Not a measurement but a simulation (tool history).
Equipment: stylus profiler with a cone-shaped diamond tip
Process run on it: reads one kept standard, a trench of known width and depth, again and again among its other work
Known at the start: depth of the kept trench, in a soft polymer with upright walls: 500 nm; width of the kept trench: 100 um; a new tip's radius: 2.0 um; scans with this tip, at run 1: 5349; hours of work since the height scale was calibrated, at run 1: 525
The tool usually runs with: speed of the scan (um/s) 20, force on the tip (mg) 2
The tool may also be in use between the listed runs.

run   hour  speed of the scan (um/s)  force on the tip (mg)  scans with this tip  hours of work since the height scale was calibrated  depth of the trench (Å)  width of the trench's floor (nm)
  1      0                        20                      2                 5349                                                  525                   5030.7                             96740
  2   17.6                        20                      2                 5472                                                  537                   5031.6                             96730
  3   33.2                        20                      2                 5580                                                  548                   5029.4                             96680
  4   57.1                        20                      2                 5747                                                  564                   5027.3                             96720
  5   85.6                        20                      2                 5945                                                  583                   5029.5                             96750
  6  113.8                        20                      2                 6141                                                  603                   5030.6                             96690
  7    131                        20                      2                 6260                                                  614                   5031.2                             96670
  8  156.2                        72                      2                 6436                                                  632                   5028.7                             96270
     158.7  -- height scale calibrated on a step standard
  9    183                        26                   2.38                 6619                                                   17                   5028.8                             96660
 10    201                        26                   2.38                 6744                                                   29                   5030.4                             96520
 11  228.2                        41                   1.17                 6933                                                   47                   5011.3                             96380
     252.8  -- height scale calibrated on a step standard, once more
 12  258.2                        41                   1.17                 7138                                                    4                   5023.5                             96330
 13    275                        41                   1.33                 7255                                                   15                   5027.4                             96330
 14  293.8                        65                   4.47                 7386                                                   28                   5064.8                             96390
 15  310.5                        32                   1.76                 7502                                                   39                   5033.4                             96460
 16  324.7                        32                   1.76                 7600                                                   49                   5033.3                             96500

Table of differences, measured result less the result of that run with no hidden state. Run-to-run variation is the same in both. Gauge scatter possibly is not:
Hidden state at play: radius of the tip, um; height scale over the true one, %; drift of the gauge itself on depth_nm, %; drift of the gauge itself on floor_um, %.
run  depth of the trench (Å)  width of the trench's floor (nm)
  1                     -6.9                              -490
  2                     -7.1                              -500
  3                     -7.2                              -510
  4                     -7.5                              -520
  5                     -7.8                              -540
  6                     -8.1                              -560
  7                     -8.2                              -560
  8                     -8.4                              -580
  9                    -12.6                              -590
 10                    -12.8                              -600
 11                      -13                              -620
 12                     -0.9                              -630
 13                     -1.1                              -640
 14                     -1.3                              -650
 15                     -1.5                              -660
 16                     -1.5                              -660
